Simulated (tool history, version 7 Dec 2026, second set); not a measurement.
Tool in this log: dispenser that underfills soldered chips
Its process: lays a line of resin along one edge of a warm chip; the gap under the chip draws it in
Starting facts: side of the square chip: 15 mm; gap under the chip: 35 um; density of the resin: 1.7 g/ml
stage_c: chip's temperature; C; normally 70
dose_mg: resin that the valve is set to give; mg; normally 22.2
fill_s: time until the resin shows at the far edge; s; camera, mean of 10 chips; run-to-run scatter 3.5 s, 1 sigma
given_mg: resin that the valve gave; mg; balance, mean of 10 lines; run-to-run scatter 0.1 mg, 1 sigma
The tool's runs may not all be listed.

run	hour	stage_c	dose_mg	fill_s	given_mg
1	0	70	22.2	560.8	21.03
# hour 6.2: new syringe of resin
2	6.2	70	22.2	358.1	21
3	16.6	70	22.2	652.3	20.76
# hour 20.8: new syringe of resin
# hour 27.1: dispensing valve cleaned and set on the balance
4	27.1	70	22.2	475.9	22.19
# hour 35.4: new syringe of resin
5	38.7	70	22.2	428	22.1
# hour 49.6: new syringe of resin
6	52	70	22.2	398	21.94
7	62.2	67	22.2	819.1	21.86
# hour 63.1: new syringe of resin
8	68.8	67	26.2	535.2	25.64
# hour 76.8: new syringe of resin
9	77	67	26.2	384.3	25.64
10	86.7	67	26.2	678.6	25.31
# hour 90.5: new syringe of resin
11	94.4	67	26.2	474.3	25.19
12	100.5	81	26	429.7	24.92
# hour 104.3: new syringe of resin
13	110.5	81	26	353.6	24.88
# hour 118.2: new syringe of resin
14	122.7	81	26	313.1	24.62
# hour 132.7: new syringe of resin
15	134.4	82	21	258.9	19.8
# hour 146.2: new syringe of resin
16	146.2	59	25.6	495	24.11
# hour 155.5: dispensing valve cleaned and set on the balance
# hour 161: new syringe of resin
17	161	77	21.9	272.3	21.89
18	170.3	58	23.3	913.8	23.25
# hour 174.8: new syringe of resin
19	183.5	58	23.3	852.6	23.14
# hour 188.2: new syringe of resin
20	190.3	58	23.3	589.4	22.81
21	198	60	20.1	879.3	19.71
# hour 202: new syringe of resin
22	210.6	72	19.4	552.7	19

Predict each of these 4 candidate next runs independently; none follows another, all start after run 22:
# hour 216.5: new syringe of resin
A	223.8	72	27.3	?	?
# hour 216.5: new syringe of resin
B	223.8	74	22.2	?	?
# hour 216.5: new syringe of resin
C	223.8	62	18.9	?	?
# hour 216.5: new syringe of resin
D	223.8	74	21.3	?	?

run	fill_s	given_mg
A	508.1	26.31
B	475.3	21.37
C	721.5	18.25
D	482.1	20.67
The same runs, with their run-to-run variation unchanged, on a tool lacking any hidden condition would have given:
run	fill_s	given_mg
A	324	27.21
B	302.3	22.11
C	457.6	18.88
D	306.5	21.38
